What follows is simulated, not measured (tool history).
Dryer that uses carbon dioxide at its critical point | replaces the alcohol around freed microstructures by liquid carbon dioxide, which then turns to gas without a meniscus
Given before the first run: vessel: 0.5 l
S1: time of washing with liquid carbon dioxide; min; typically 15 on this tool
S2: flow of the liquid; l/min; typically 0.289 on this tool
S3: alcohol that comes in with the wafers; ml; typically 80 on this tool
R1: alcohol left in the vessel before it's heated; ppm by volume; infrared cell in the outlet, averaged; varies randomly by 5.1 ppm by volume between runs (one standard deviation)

{"run": 1, "hour": 0.0, "S1": 15, "S2": 0.289, "S3": 80, "R1": 114}
{"run": 2, "hour": 12.0, "S1": 15, "S2": 0.289, "S3": 80, "R1": 111}
{"run": 3, "hour": 21.5, "S1": 15, "S2": 0.289, "S3": 87, "R1": 119}
{"run": 4, "hour": 28.7, "S1": 15, "S2": 0.289, "S3": 87, "R1": 120}
{"run": 5, "hour": 36.1, "S1": 15, "S2": 0.289, "S3": 87, "R1": 108}
{"run": 6, "hour": 41.3, "S1": 15, "S2": 0.289, "S3": 87, "R1": 132}
{"run": 7, "hour": 50.3, "S1": 15, "S2": 0.289, "S3": 87, "R1": 123}
{"run": 8, "hour": 57.3, "S1": 15, "S2": 0.289, "S3": 80, "R1": 120}
{"run": 9, "hour": 69.4, "S1": 15, "S2": 0.289, "S3": 80, "R1": 109}
{"run": 10, "hour": 76.4, "S1": 15, "S2": 0.316, "S3": 80, "R1": 71}
{"run": 11, "hour": 82.4, "S1": 15, "S2": 0.316, "S3": 80, "R1": 83}
{"run": 12, "hour": 94.6, "S1": 15, "S2": 0.298, "S3": 80, "R1": 103}
{"run": 13, "hour": 101.3, "S1": 15, "S2": 0.298, "S3": 80, "R1": 114}
{"run": 14, "hour": 111.1, "S1": 15, "S2": 0.298, "S3": 80, "R1": 107}
{"run": 15, "hour": 117.7, "S1": 15, "S2": 0.298, "S3": 80, "R1": 109}
{"run": 16, "hour": 124.1, "S1": 16, "S2": 0.298, "S3": 80, "R1": 74}
{"run": 17, "hour": 130.8, "S1": 16, "S2": 0.298, "S3": 80, "R1": 75}
{"run": 18, "hour": 137.5, "S1": 15, "S2": 0.289, "S3": 80, "R1": 124}
{"run": 19, "hour": 149.7, "S1": 15, "S2": 0.289, "S3": 80, "R1": 132}
{"run": 20, "hour": 158.5, "S1": 14, "S2": 0.345, "S3": 94, "R1": 78}
{"hour": 168.1, "done": "inlet filter changed"}
{"run": 21, "hour": 169.7, "S1": 14, "S2": 0.345, "S3": 94, "R1": 53}
{"run": 22, "hour": 179.3, "S1": 16, "S2": 0.207, "S3": 41, "R1": 206}
{"run": 23, "hour": 187.5, "S1": 11, "S2": 0.361, "S3": 80, "R1": 127}
{"run": 24, "hour": 198.3, "S1": 15, "S2": 0.333, "S3": 81, "R1": 51}
{"run": 25, "hour": 210.3, "S1": 15, "S2": 0.333, "S3": 81, "R1": 53}
{"run": 26, "hour": 221.6, "S1": 15, "S2": 0.404, "S3": 35, "R1": 38}
{"run": 27, "hour": 228.0, "S1": 23, "S2": 0.399, "S3": 37, "R1": 32}
{"run": 28, "hour": 233.6, "S1": 20, "S2": 0.195, "S3": 51, "R1": 112}
{"run": 29, "hour": 241.9, "S1": 20, "S2": 0.195, "S3": 51, "R1": 112}
{"run": 30, "hour": 252.7, "S1": 17, "S2": 0.43, "S3": 62, "R1": 39}
{"run": 31, "hour": 259.3, "S1": 23, "S2": 0.211, "S3": 80, "R1": 60}
{"run": 32, "hour": 265.4, "S1": 12, "S2": 0.174, "S3": 31, "R1": 1354}
{"run": 33, "hour": 271.2, "S1": 12, "S2": 0.174, "S3": 31, "R1": 1343}
{"run": 34, "hour": 279.2, "S1": 12, "S2": 0.174, "S3": 34, "R1": 1477}
{"run": 35, "hour": 289.0, "S1": 12, "S2": 0.299, "S3": 58, "R1": 180}

What if the next run were any one of these 3? Each begins from the tool's condition after run 35:
{"run": "A", "hour": 298.9, "S1": 9, "S2": 0.299, "S3": 20, "R1": "?"}
{"run": "B", "hour": 298.9, "S1": 10, "S2": 0.19, "S3": 34, "R1": "?"}
{"run": "C", "hour": 298.9, "S1": 10, "S2": 0.318, "S3": 80, "R1": "?"}

run=A R1=312
run=B R1=2070
run=C R1=482
Stripped of hidden state, with their random variation kept, the same runs would have yielded:
run=A R1=262
run=B R1=1970
run=C R1=421

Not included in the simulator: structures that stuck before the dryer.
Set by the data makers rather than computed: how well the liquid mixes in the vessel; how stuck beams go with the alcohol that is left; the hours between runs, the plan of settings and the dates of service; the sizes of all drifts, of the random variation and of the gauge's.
